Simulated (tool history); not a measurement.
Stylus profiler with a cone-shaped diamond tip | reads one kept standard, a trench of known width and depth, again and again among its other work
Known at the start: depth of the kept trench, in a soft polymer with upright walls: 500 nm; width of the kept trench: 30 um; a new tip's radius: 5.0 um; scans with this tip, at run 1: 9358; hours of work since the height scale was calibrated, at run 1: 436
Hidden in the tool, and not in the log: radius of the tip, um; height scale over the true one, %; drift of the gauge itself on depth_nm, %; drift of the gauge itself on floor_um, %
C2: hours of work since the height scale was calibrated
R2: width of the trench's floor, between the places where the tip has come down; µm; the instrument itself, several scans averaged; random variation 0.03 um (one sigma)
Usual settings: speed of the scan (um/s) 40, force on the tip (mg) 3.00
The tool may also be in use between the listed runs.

Run 1, hour 0.0: usual settings; scans with this tip 9358; C2 436. Result: depth of the trench (nm) 508.92, R2 22.48 µm.
Run 2, hour 78.6: usual settings; scans with this tip 9654; C2 482. Result: depth of the trench (nm) 508.70, R2 22.46 µm.
Run 3, hour 182.9: usual settings; scans with this tip 10048; C2 544. Result: depth of the trench (nm) 508.60, R2 22.39 µm.
At hour 232.0: new tip fitted, height scale calibrated.
Run 4, hour 291.6: usual settings but force on the tip (mg) 5.62; scans with this tip 224; C2 35. Result: depth of the trench (nm) 514.89, R2 25.32 µm.
Run 5, hour 363.7: usual settings but force on the tip (mg) 5.62; scans with this tip 497; C2 78. Result: depth of the trench (nm) 514.87, R2 25.21 µm.
Run 6, hour 450.8: usual settings but force on the tip (mg) 5.62; scans with this tip 825; C2 129. Result: depth of the trench (nm) 514.53, R2 25.11 µm.
Run 7, hour 533.3: usual settings but force on the tip (mg) 5.62; scans with this tip 1136; C2 177. Result: depth of the trench (nm) 514.48, R2 24.93 µm.
Run 8, hour 614.7: usual settings but force on the tip (mg) 5.62; scans with this tip 1443; C2 225. Result: depth of the trench (nm) 514.65, R2 24.84 µm.
Run 9, hour 692.1: usual settings but force on the tip (mg) 5.62; scans with this tip 1735; C2 271. Result: depth of the trench (nm) 514.27, R2 24.81 µm.
Run 10, hour 795.8: usual settings but force on the tip (mg) 5.62; scans with this tip 2127; C2 332. Result: depth of the trench (nm) 514.39, R2 24.64 µm.
Run 11, hour 916.2: usual settings but speed of the scan (um/s) 18, force on the tip (mg) 5.62; scans with this tip 2581; C2 403. Result: depth of the trench (nm) 514.16, R2 24.56 µm.
Run 12, hour 969.4: usual settings but speed of the scan (um/s) 18, force on the tip (mg) 5.62; scans with this tip 2782; C2 434. Result: depth of the trench (nm) 514.20, R2 24.52 µm.
Run 13, hour 1040.7: usual settings but speed of the scan (um/s) 18, force on the tip (mg) 5.62; scans with this tip 3051; C2 476. Result: depth of the trench (nm) 514.11, R2 24.45 µm.
Run 14, hour 1102.9: usual settings but force on the tip (mg) 1.45; scans with this tip 3286; C2 513. Result: depth of the trench (nm) 505.06, R2 24.09 µm.
Run 15, hour 1162.7: usual settings but force on the tip (mg) 1.45; scans with this tip 3511; C2 548. Result: depth of the trench (nm) 505.03, R2 24.05 µm.
Run 16, hour 1225.2: usual settings but speed of the scan (um/s) 19, force on the tip (mg) 3.06; scans with this tip 3747; C2 585. Result: depth of the trench (nm) 508.89, R2 24.19 µm.
Run 17, hour 1315.1: usual settings but speed of the scan (um/s) 19, force on the tip (mg) 3.06; scans with this tip 4086; C2 638. Result: depth of the trench (nm) 508.87, R2 24.06 µm.
Run 18, hour 1430.9: usual settings but speed of the scan (um/s) 37, force on the tip (mg) 8.08; scans with this tip 4523; C2 706. Result: depth of the trench (nm) 517.82, R2 23.93 µm.
Run 19, hour 1483.4: usual settings but speed of the scan (um/s) 106, force on the tip (mg) 1.43; scans with this tip 4721; C2 737. Result: depth of the trench (nm) 504.72, R2 23.12 µm.
Run 20, hour 1544.4: usual settings but speed of the scan (um/s) 68, force on the tip (mg) 5.15; scans with this tip 4952; C2 773. Result: depth of the trench (nm) 512.82, R2 23.62 µm.
Run 21, hour 1617.3: usual settings but speed of the scan (um/s) 68, force on the tip (mg) 5.15; scans with this tip 5227; C2 816. Result: depth of the trench (nm) 512.57, R2 23.57 µm.
Run 22, hour 1690.6: usual settings but speed of the scan (um/s) 121, force on the tip (mg) 1.17; scans with this tip 5503; C2 859. Result: depth of the trench (nm) 503.75, R2 22.71 µm.
Run 23, hour 1740.3: usual settings but speed of the scan (um/s) 19, force on the tip (mg) 1.40; scans with this tip 5691; C2 888. Result: depth of the trench (nm) 504.32, R2 23.58 µm.
Run 24, hour 1843.3: usual settings but speed of the scan (um/s) 52, force on the tip (mg) 5.13; scans with this tip 6079; C2 949. Result: depth of the trench (nm) 512.68, R2 23.38 µm.
Run 25, hour 1951.5: usual settings but speed of the scan (um/s) 52, force on the tip (mg) 5.13; scans with this tip 6487; C2 1012. Result: depth of the trench (nm) 512.27, R2 23.33 µm.
At hour 1962.2: height scale calibrated on a step standard.
Run 26, hour 2062.3: usual settings but speed of the scan (um/s) 52, force on the tip (mg) 5.13; scans with this tip 6903; C2 59. Result: depth of the trench (nm) 514.30, R2 23.21 µm.
Run 27, hour 2131.7: usual settings but speed of the scan (um/s) 85, force on the tip (mg) 2.06; scans with this tip 7165; C2 100. Result: depth of the trench (nm) 507.63, R2 22.74 µm.
Run 28, hour 2200.7: usual settings but speed of the scan (um/s) 73, force on the tip (mg) 6.99; scans with this tip 7426; C2 140. Result: depth of the trench (nm) 517.26, R2 23.02 µm.
Run 29, hour 2281.3: usual settings but speed of the scan (um/s) 73, force on the tip (mg) 8.26; scans with this tip 7730; C2 188. Result: depth of the trench (nm) 519.02, R2 22.96 µm.
Run 30, hour 2356.2: usual settings but speed of the scan (um/s) 73, force on the tip (mg) 8.26; scans with this tip 8013; C2 232. Result: depth of the trench (nm) 519.21, R2 22.85 µm.

Forecast each of these 4 alternatives for the next run:
Run A, hour 2410.3: usual settings but speed of the scan (um/s) 73, force on the tip (mg) 1.67; scans with this tip 8216; C2 264. Result: depth of the trench (nm) ?, R2 ?.
Run B, hour 2410.3: usual settings but speed of the scan (um/s) 61, force on the tip (mg) 3.49; scans with this tip 8216; C2 264. Result: depth of the trench (nm) ?, R2 ?.
Run C, hour 2410.3: usual settings but force on the tip (mg) 8.27; scans with this tip 8216; C2 264. Result: depth of the trench (nm) ?, R2 ?.
Run D, hour 2410.3: usual settings but speed of the scan (um/s) 70, force on the tip (mg) 3.83; scans with this tip 8216; C2 264. Result: depth of the trench (nm) ?, R2 ?.

run  depth of the trench (nm)     R2
  A                    506.49  22.53
  B                    510.63  22.76
  C                    518.97  22.95
  D                    511.24  22.67
Without the tool's hidden state the same runs would have given:
run  depth of the trench (nm)     R2
  A                    506.76  25.10
  B                    510.91  25.32
  C                    519.25  25.52
  D                    511.52  25.23
